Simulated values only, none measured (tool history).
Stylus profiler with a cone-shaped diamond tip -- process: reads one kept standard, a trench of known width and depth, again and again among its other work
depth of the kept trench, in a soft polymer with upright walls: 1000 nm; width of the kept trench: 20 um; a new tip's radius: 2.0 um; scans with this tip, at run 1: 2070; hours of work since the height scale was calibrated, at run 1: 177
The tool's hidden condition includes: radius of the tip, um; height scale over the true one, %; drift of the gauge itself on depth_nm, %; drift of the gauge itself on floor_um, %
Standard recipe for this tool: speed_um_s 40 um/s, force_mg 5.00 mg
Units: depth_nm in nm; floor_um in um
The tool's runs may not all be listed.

run	hour	speed_um_s	force_mg	scans with this tip	hours of work since the height scale was calibrated	depth_nm	floor_um
1	0.0	40	5.00	2070	177	1009.45	16.25
2	47.8	40	5.00	2367	202	1009.04	16.17
3	78.9	40	5.00	2560	219	1008.73	16.25
4	130.9	40	5.00	2882	246	1008.58	16.13
# hour 134.6: height scale calibrated on a step standard
5	179.4	40	5.00	3179	24	1008.77	16.21
6	229.4	40	4.92	3489	50	1008.43	16.12
7	266.0	47	5.00	3716	70	1008.85	16.09
8	301.9	47	5.00	3939	89	1008.65	16.10
9	331.4	47	5.00	4122	104	1008.32	16.03
10	375.2	35	13.82	4393	128	1017.43	16.06
11	410.2	35	13.82	4610	146	1017.56	16.05

Each row is a separate what-if for the run after 11, all from the same tool condition, not one after another. Results?
A	457.7	30	13.82	4905	171	?	?
B	457.7	15	6.20	4905	171	?	?
C	457.7	13	5.75	4905	171	?	?

run	depth_nm	floor_um
A	1017.55	16.03
B	1009.76	15.95
C	1008.92	16.05
Without the tool's hidden state the same runs would have given:
run	depth_nm	floor_um
A	1019.17	16.52
B	1011.36	16.44
C	1010.52	16.54
